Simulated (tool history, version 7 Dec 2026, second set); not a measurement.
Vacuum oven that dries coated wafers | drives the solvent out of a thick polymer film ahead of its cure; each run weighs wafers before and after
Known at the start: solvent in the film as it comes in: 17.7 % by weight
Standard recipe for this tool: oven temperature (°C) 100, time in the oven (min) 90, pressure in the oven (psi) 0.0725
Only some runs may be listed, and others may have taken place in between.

| run | day | oven temperature (°C) | time in the oven (min) | pressure in the oven (psi) | solvent left in the film (%) |
|---|---|---|---|---|---|
| 1 | 0.000 | 100 | 90 | 0.0725 | 3.71 |
| 2 | 0.592 | 100 | 90 | 0.0725 | 3.72 |
| 3 | 0.929 | 94 | 90 | 0.0725 | 5.31 |
| 4 | 1.408 | 89 | 90 | 0.0725 | 6.74 |
| 5 | 1.967 | 108 | 90 | 0.0725 | 1.99 |
| 6 | 2.450 | 100 | 52 | 0.0725 | 6.52 |
| 7 | 3.017 | 100 | 52 | 0.0725 | 6.50 |
| 8 | 3.442 | 100 | 52 | 0.0725 | 6.51 |
| 9 | 3.996 | 100 | 52 | 0.0725 | 6.55 |
| 10 | 4.538 | 111 | 90 | 0.0725 | 1.49 |
| 11 | 4.971 | 104 | 96 | 0.0725 | 2.48 |
| 12 | 5.342 | 108 | 132 | 0.1221 | 1.05 |
| 13 | 5.846 | 108 | 155 | 0.1754 | 1.00 |

Not shown here: 2 entries made in the log between runs. Locate each between two listed runs and compare the hidden state at the listed run before it with the hidden state at the listed run after it:
In the gap between runs 6 and 7: vacuum gauge cleaned of residue and calibrated (day 2.542)
  true pressure over the reading, kPa: 0.051 -> 0.085
  measured less the result without the state, solvent left in the film (%): +0.03 -> +0.04
In the gap between runs 10 and 11: vacuum gauge cleaned of residue and calibrated, once more (day 4.917)
  true wafer temperature over the reading, C: 0 -> 0.01; true pressure over the reading, kPa: 0.087 -> -0.005
  measured less the result without the state, solvent left in the film (%): +0.04 -> +0.00
